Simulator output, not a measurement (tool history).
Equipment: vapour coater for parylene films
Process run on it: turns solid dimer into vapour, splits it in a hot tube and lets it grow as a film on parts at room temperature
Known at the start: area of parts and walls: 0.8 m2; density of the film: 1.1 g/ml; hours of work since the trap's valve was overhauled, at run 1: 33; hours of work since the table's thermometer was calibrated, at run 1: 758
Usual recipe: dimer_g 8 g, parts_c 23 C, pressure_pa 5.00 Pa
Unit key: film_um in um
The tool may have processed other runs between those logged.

run,hour,dimer_g,parts_c,pressure_pa,hours of work since the trap's valve was overhauled,hours of work since the table's thermometer was calibrated,film_um
1,0.0,8,23,5.00,33,758,4.48
2,38.3,8,23,5.00,57,782,4.49
3,91.0,8,23,5.00,91,815,4.34
4,120.6,8,23,5.00,109,834,4.34
5,155.5,8,23,5.00,131,856,4.31
6,179.5,8,23,5.00,146,871,4.28
7,208.0,13,23,5.00,164,889,6.89
8,237.6,13,23,5.00,183,908,6.88
9,284.9,13,23,5.00,213,938,6.88
# hour 309.0: trap's valve overhauled
10,328.8,13,23,5.00,13,963,6.38
11,354.2,13,23,5.00,29,979,6.41
12,384.1,13,23,5.00,47,998,6.40
13,407.7,8,20,5.00,62,1013,4.33
# hour 426.3: trap's valve overhauled, once more
14,459.1,8,20,5.00,21,1043,4.98
15,485.6,8,25,5.00,37,1060,4.13
16,533.6,8,25,5.00,68,1090,4.03
17,578.5,8,25,5.00,96,1118,4.03
18,610.6,8,23,2.55,116,1139,4.99
19,652.1,8,23,2.55,143,1165,5.00
20,697.2,8,30,5.00,171,1193,3.27
21,720.6,8,30,5.00,186,1208,3.25
22,751.7,8,30,5.00,205,1228,3.28
# hour 787.0: trap's valve overhauled
23,795.9,8,30,5.00,6,1253,3.45
24,846.3,7,16,7.47,37,1285,4.69
25,871.9,12,16,5.47,54,1301,8.53
26,896.4,12,16,5.64,69,1316,8.47
27,940.4,12,16,5.64,97,1344,8.33
28,983.7,10,16,2.84,124,1372,8.03
29,1010.2,13,23,3.92,141,1388,7.48
30,1055.2,3,23,2.97,169,1417,1.89
31,1105.2,3,23,2.97,201,1448,1.74
# hour 1147.4: trap's valve overhauled
32,1163.5,12,24,5.00,10,1483,6.46
33,1192.5,12,24,5.00,28,1501,6.49
34,1231.8,8,32,2.34,53,1526,3.74
35,1279.3,4,23,5.00,83,1556,2.20
36,1311.5,13,23,5.00,104,1576,7.08
37,1348.4,13,23,5.00,127,1599,7.06
38,1390.4,13,23,5.00,153,1626,7.08
39,1430.4,8,23,6.38,179,1651,4.08
40,1469.8,3,21,2.90,204,1676,1.92
# hour 1507.6: trap's valve overhauled
41,1519.4,13,23,7.24,7,1705,6.86
42,1562.1,8,20,7.24,34,1732,4.68
43,1606.3,10,20,3.29,62,1760,6.83
44,1628.8,10,20,3.29,77,1774,6.77
45,1668.7,10,20,3.29,102,1799,6.68
46,1697.8,5,16,3.29,120,1817,3.92

Describe how what the log doesn't record of the tool's condition differs between the last listed run preceding each entry between runs and the first listed run following it.
After run 9, before run 10: trap's valve overhauled (hour 309.0)
  vapour lost through the trap's worn valve, %: 7.2 -> 12.7; true temperature of the parts over the reading, C: -0.27 -> -0.28
  measured less the result without the state, film_um: -0.45 -> -0.85 um
After run 13, before run 14: trap's valve overhauled, once more (hour 426.3)
  vapour lost through the trap's worn valve, %: 14.3 -> 0.8; true temperature of the parts over the reading, C: -0.31 -> -0.32
  measured less the result without the state, film_um: -0.65 -> +0.03 um
After run 22, before run 23: trap's valve overhauled (hour 787.0)
  vapour lost through the trap's worn valve, %: 6.9 -> 0.3; true temperature of the parts over the reading, C: -0.41 -> -0.42
  measured less the result without the state, film_um: -0.18 -> +0.05 um
After run 31, before run 32: trap's valve overhauled (hour 1147.4)
  vapour lost through the trap's worn valve, %: 6.7 -> 0.9; true temperature of the parts over the reading, C: -0.51 -> -0.53
  measured less the result without the state, film_um: -0.09 -> +0.07 um
After run 40, before run 41: trap's valve overhauled (hour 1507.6)
  vapour lost through the trap's worn valve, %: 7.2 -> 0.5; true temperature of the parts over the reading, C: -0.62 -> -0.64
  measured less the result without the state, film_um: -0.10 -> +0.13 um

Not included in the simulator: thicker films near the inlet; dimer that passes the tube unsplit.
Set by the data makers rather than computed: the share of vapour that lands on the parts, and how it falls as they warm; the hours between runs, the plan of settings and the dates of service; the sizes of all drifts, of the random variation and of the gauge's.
